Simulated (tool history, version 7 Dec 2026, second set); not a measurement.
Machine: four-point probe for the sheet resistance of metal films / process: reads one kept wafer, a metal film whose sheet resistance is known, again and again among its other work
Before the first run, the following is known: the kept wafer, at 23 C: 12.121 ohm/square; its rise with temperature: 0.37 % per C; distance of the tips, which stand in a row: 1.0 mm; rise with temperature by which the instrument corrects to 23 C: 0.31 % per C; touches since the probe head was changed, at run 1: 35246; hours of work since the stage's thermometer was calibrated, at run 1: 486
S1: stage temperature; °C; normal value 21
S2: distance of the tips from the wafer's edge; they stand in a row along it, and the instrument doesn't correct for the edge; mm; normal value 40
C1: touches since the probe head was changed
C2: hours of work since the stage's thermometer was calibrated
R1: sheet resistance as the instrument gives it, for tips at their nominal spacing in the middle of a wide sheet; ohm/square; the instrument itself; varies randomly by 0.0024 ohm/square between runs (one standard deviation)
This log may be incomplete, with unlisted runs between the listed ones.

Run 1, day 0.000: usual settings; C1 35246; C2 486. Result: R1 12.139906 ohm/square.
Run 2, day 1.592: usual settings; C1 36532; C2 505. Result: R1 12.145423 ohm/square.
Run 3, day 2.521: usual settings but S1 19 °C; C1 37287; C2 517. Result: R1 12.135400 ohm/square.
Run 4, day 3.783: usual settings; C1 38305; C2 533. Result: R1 12.152917 ohm/square.
Run 5, day 5.179: usual settings but S1 28 °C; C1 39435; C2 550. Result: R1 12.197847 ohm/square.
Run 6, day 6.800: usual settings but S2 31 mm; C1 40748; C2 570. Result: R1 12.159966 ohm/square.
Run 7, day 7.538: usual settings but S2 31 mm; C1 41344; C2 579. Result: R1 12.160655 ohm/square.
Run 8, day 8.908: usual settings; C1 42453; C2 597. Result: R1 12.159810 ohm/square.
Run 9, day 9.962: usual settings; C1 43305; C2 610. Result: R1 12.166120 ohm/square.
Run 10, day 10.700: usual settings; C1 43902; C2 619. Result: R1 12.167600 ohm/square.
Run 11, day 11.446: usual settings but S2 5 mm; C1 44506; C2 628. Result: R1 12.414650 ohm/square.
Run 12, day 12.442: usual settings; C1 45311; C2 641. Result: R1 12.164272 ohm/square.
Run 13, day 13.983: usual settings but S2 6 mm; C1 46559; C2 660. Result: R1 12.349909 ohm/square.
Run 14, day 14.892: usual settings but S2 6 mm; C1 47293; C2 671. Result: R1 12.345190 ohm/square.
Run 15, day 16.129: usual settings but S1 19 °C; C1 48295; C2 686. Result: R1 12.161675 ohm/square.
Run 16, day 16.825: usual settings but S1 26 °C; C1 48857; C2 695. Result: R1 12.205064 ohm/square.
Run 17, day 18.029: usual settings but S1 19 °C; C1 49834; C2 710. Result: R1 12.164287 ohm/square.
Run 18, day 19.188: usual settings; C1 50771; C2 725. Result: R1 12.178492 ohm/square.
Run 19, day 19.938: usual settings; C1 51378; C2 734. Result: R1 12.180772 ohm/square.
Run 20, day 21.275: usual settings but S2 3 mm; C1 52459; C2 751. Result: R1 12.861886 ohm/square.
Run 21, day 22.662: usual settings but S1 24 °C, S2 3 mm; C1 53583; C2 768. Result: R1 12.886478 ohm/square.
Run 22, day 24.292: usual settings; C1 54901; C2 788. Result: R1 12.185174 ohm/square.
Run 23, day 25.642: usual settings; C1 55993; C2 805. Result: R1 12.190173 ohm/square.
Run 24, day 27.283: usual settings but S1 31 °C, S2 68 mm; C1 57320; C2 825. Result: R1 12.248099 ohm/square.
Run 25, day 28.767: usual settings but S1 18 °C, S2 4 mm; C1 58520; C2 844. Result: R1 12.564816 ohm/square.
Run 26, day 29.600: usual settings but S1 34 °C, S2 68 mm; C1 59196; C2 854. Result: R1 12.276052 ohm/square.
Run 27, day 30.321: usual settings but S1 29 °C, S2 16 mm; C1 59776; C2 863. Result: R1 12.268294 ohm/square.
Run 28, day 31.221: usual settings but S1 24 °C, S2 5 mm; C1 60506; C2 874. Result: R1 12.470361 ohm/square.
Run 29, day 32.317: usual settings but S1 25 °C, S2 4 mm; C1 61391; C2 888. Result: R1 12.621406 ohm/square.
Run 30, day 33.742: usual settings but S1 25 °C, S2 9 mm; C1 62547; C2 906. Result: R1 12.308769 ohm/square.
Run 31, day 35.188: usual settings but S2 47 mm; C1 63717; C2 924. Result: R1 12.200844 ohm/square.
Run 32, day 36.879: usual settings but S2 47 mm; C1 65085; C2 945. Result: R1 12.209478 ohm/square.
Run 33, day 37.642: usual settings but S1 30 °C, S2 17 mm; C1 65702; C2 954. Result: R1 12.282048 ohm/square.
Run 34, day 38.396: usual settings but S1 30 °C, S2 17 mm; C1 66310; C2 964. Result: R1 12.284786 ohm/square.
Run 35, day 39.904: usual settings but S1 19 °C; C1 67533; C2 983. Result: R1 12.203327 ohm/square.
Run 36, day 41.358: usual settings but S1 33 °C, S2 16 mm; C1 68706; C2 1001. Result: R1 12.311069 ohm/square.
Run 37, day 42.533: usual settings but S1 33 °C, S2 16 mm; C1 69660; C2 1015. Result: R1 12.315152 ohm/square.
Run 38, day 43.588: usual settings but S1 24 °C; C1 70511; C2 1028. Result: R1 12.243568 ohm/square.
Run 39, day 44.912: usual settings but S1 24 °C; C1 71583; C2 1045. Result: R1 12.240548 ohm/square.
Run 40, day 46.338: usual settings but S1 24 °C, S2 73 mm; C1 72736; C2 1063. Result: R1 12.240365 ohm/square.
Run 41, day 47.575: usual settings but S1 34 °C, S2 21 mm; C1 73737; C2 1078. Result: R1 12.314912 ohm/square.
Run 42, day 49.088: usual settings but S1 25 °C, S2 20 mm; C1 74960; C2 1097. Result: R1 12.272545 ohm/square.
Run 43, day 50.175: usual settings but S1 20 °C, S2 38 mm; C1 75842; C2 1111. Result: R1 12.229059 ohm/square.
Run 44, day 51.500: usual settings but S1 20 °C, S2 38 mm; C1 76914; C2 1127. Result: R1 12.229094 ohm/square.
Run 45, day 52.196: usual settings but S2 4 mm; C1 77475; C2 1136. Result: R1 12.632040 ohm/square.

Each row is a separate what-if for the run after 45, all from the same tool condition, not one after another. Results?
Run A, day 53.800: usual settings but S2 27 mm; C1 78773; C2 1156. Result: R1 ?.
Run B, day 53.800: usual settings but S1 33 °C, S2 4 mm; C1 78773; C2 1156. Result: R1 ?.
Run C, day 53.800: usual settings but S1 27 °C, S2 6 mm; C1 78773; C2 1156. Result: R1 ?.
Run D, day 53.800: usual settings but S1 19 °C, S2 30 mm; C1 78773; C2 1156. Result: R1 ?.

run         R1
  A  12.245994
  B  12.711556
  C  12.456522
  D  12.237014
With the hidden condition removed and each run's random variation left untouched, the same runs would have given:
run         R1
  A  12.117558
  B  12.579137
  C  12.326304
  D  12.108571
